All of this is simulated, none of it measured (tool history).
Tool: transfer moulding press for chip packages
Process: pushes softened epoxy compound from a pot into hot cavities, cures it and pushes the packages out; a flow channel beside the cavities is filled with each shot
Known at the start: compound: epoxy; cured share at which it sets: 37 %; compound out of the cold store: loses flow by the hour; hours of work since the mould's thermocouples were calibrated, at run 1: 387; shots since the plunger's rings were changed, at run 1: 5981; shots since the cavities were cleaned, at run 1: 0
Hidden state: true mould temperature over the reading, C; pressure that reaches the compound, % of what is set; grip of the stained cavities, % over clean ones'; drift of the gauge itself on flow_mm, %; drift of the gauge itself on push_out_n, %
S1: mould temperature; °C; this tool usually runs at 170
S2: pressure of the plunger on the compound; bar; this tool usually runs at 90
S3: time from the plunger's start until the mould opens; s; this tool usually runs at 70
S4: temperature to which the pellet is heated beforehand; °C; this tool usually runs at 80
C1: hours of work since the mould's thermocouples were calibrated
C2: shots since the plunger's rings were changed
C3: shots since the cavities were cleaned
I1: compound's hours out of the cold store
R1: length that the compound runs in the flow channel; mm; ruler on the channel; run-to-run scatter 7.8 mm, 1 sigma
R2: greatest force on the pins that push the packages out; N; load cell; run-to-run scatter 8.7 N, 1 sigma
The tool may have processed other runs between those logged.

Run 1, hour 0: usual settings; C1 387; C2 5981; C3 0; I1 22.6. Result: R1 794 mm, R2 415 N.
Run 2, hour 11.7: usual settings but S3 58 s; C1 396; C2 6172; C3 191; I1 31.8. Result: R1 773 mm, R2 749 N.
Run 3, hour 20.9: usual settings but S3 58 s; C1 403; C2 6323; C3 342; I1 22.9. Result: R1 790 mm, R2 802 N.
At hour 38.5: plunger's sealing rings changed.
Run 4, hour 44.3: usual settings but S3 59 s; C1 418; C2 96; C3 685; I1 9.6. Result: R1 911 mm, R2 896 N.
Run 5, hour 65.9: usual settings but S3 59 s; C1 435; C2 448; C3 1037; I1 24.9. Result: R1 868 mm, R2 935 N.
At hour 69.9: cavities cleaned with cleaning compound and waxed.
Run 6, hour 88.1: usual settings but S3 59 s; C1 450; C2 788; C3 298; I1 39.2. Result: R1 833 mm, R2 740 N.
Run 7, hour 97.2: usual settings but S2 94.9 bar; C1 457; C2 937; C3 447; I1 31.5. Result: R1 860 mm, R2 531 N.
Run 8, hour 117.5: usual settings but S2 94.9 bar, S4 85 °C; C1 473; C2 1269; C3 779; I1 43.2. Result: R1 830 mm, R2 538 N.
Run 9, hour 126.8: usual settings; C1 480; C2 1421; C3 931; I1 23.2. Result: R1 877 mm, R2 633 N.
At hour 136.2: cavities cleaned with cleaning compound and waxed.
Run 10, hour 144.1: usual settings; C1 492; C2 1679; C3 129; I1 9.8. Result: R1 884 mm, R2 513 N.
At hour 148.8: mould's thermocouples calibrated.
Run 11, hour 155.4: usual settings; C1 5; C2 1832; C3 282; I1 22.6. Result: R1 849 mm, R2 471 N.
Run 12, hour 171.5: usual settings; C1 17; C2 2096; C3 546; I1 45.5. Result: R1 789 mm, R2 493 N.
Run 13, hour 180.4: usual settings; C1 24; C2 2241; C3 691; I1 20.5. Result: R1 852 mm, R2 526 N.
Run 14, hour 197.1: usual settings but S1 165 °C; C1 37; C2 2513; C3 963; I1 24. Result: R1 856 mm, R2 808 N.
At hour 205.2: cavities cleaned with cleaning compound and waxed.
Run 15, hour 212.4: usual settings but S1 165 °C, S2 77.2 bar, S3 55 s; C1 47; C2 2740; C3 118; I1 35.9. Result: R1 767 mm, R2 1012 N.
Run 16, hour 225.9: usual settings but S1 172 °C, S2 101.9 bar, S3 54 s, S4 90 °C; C1 57; C2 2961; C3 339; I1 13.5. Result: R1 885 mm, R2 806 N.
Run 17, hour 242.2: usual settings but S1 166 °C, S2 69.3 bar, S3 60 s, S4 81 °C; C1 70; C2 3227; C3 605; I1 40.4. Result: R1 704 mm, R2 975 N.
Run 18, hour 262.8: usual settings but S1 163 °C, S2 87.1 bar, S3 107 s, S4 78 °C; C1 85; C2 3564; C3 942; I1 36.2. Result: R1 801 mm, R2 400 N.
At hour 272.2: cavities cleaned with cleaning compound and waxed.
Run 19, hour 282.7: usual settings but S1 163 °C, S2 87.1 bar, S3 107 s, S4 79 °C; C1 99; C2 3866; C3 172; I1 15.5. Result: R1 863 mm, R2 316 N.
Run 20, hour 298: usual settings but S1 176 °C, S2 98.7 bar, S3 91 s, S4 79 °C; C1 111; C2 4116; C3 422; I1 13.3. Result: R1 847 mm, R2 293 N.
Run 21, hour 318.9: usual settings but S2 95.4 bar, S3 88 s; C1 126; C2 4458; C3 764; I1 26.9. Result: R1 821 mm, R2 355 N.
Run 22, hour 328.8: usual settings but S3 66 s, S4 77 °C; C1 134; C2 4620; C3 926; I1 34.1. Result: R1 788 mm, R2 661 N.
At hour 339.3: cavities cleaned with cleaning compound and waxed.
Run 23, hour 345.7: usual settings but S3 74 s; C1 146; C2 4873; C3 105; I1 24.1. Result: R1 788 mm, R2 369 N.
Run 24, hour 356.6: usual settings but S1 167 °C, S2 98.1 bar, S3 89 s, S4 76 °C; C1 154; C2 5051; C3 283; I1 46.9. Result: R1 785 mm, R2 325 N.
Run 25, hour 372.4: usual settings but S1 167 °C, S2 74.2 bar, S3 67 s, S4 74 °C; C1 166; C2 5310; C3 542; I1 37.3. Result: R1 692 mm, R2 705 N.
Run 26, hour 386.9: usual settings but S1 167 °C, S2 74.2 bar, S3 67 s, S4 74 °C; C1 177; C2 5547; C3 779; I1 19.9. Result: R1 734 mm, R2 789 N.
Run 27, hour 401.9: usual settings but S1 167 °C, S2 74.2 bar, S3 67 s, S4 74 °C; C1 188; C2 5792; C3 1024; I1 23.6. Result: R1 726 mm, R2 834 N.
At hour 406.1: cavities cleaned with cleaning compound and waxed.
Run 28, hour 412.1: usual settings but S1 176 °C, S2 90.8 bar, S3 104 s, S4 73 °C; C1 195; C2 5935; C3 98; I1 26.6. Result: R1 745 mm, R2 244 N.

Alternative continuations, all from the tool just after run 28; predict every row:
Run A, hour 428.8: usual settings but S2 90.8 bar, S3 104 s, S4 73 °C; C1 207; C2 6208; C3 371; I1 33.5. Result: R1 ?, R2 ?.
Run B, hour 428.8: usual settings but S1 168 °C, S2 71.8 bar, S3 104 s, S4 81 °C; C1 207; C2 6208; C3 371; I1 44.4. Result: R1 ?, R2 ?.
Run C, hour 428.8: usual settings but S1 176 °C, S2 90.8 bar, S3 52 s, S4 88 °C; C1 207; C2 6208; C3 371; I1 14.2. Result: R1 ?, R2 ?.
Run D, hour 428.8: usual settings but S2 90.8 bar, S3 73 s, S4 88 °C; C1 207; C2 6208; C3 371; I1 18.2. Result: R1 ?, R2 ?.

run   R1   R2
  A  758  313
  B  661  296
  C  769  687
  D  796  437
Take away the tool's hidden state, keep each run's random variation, and the runs would have read:
run   R1   R2
  A  857  253
  B  748  238
  C  870  543
  D  900  346
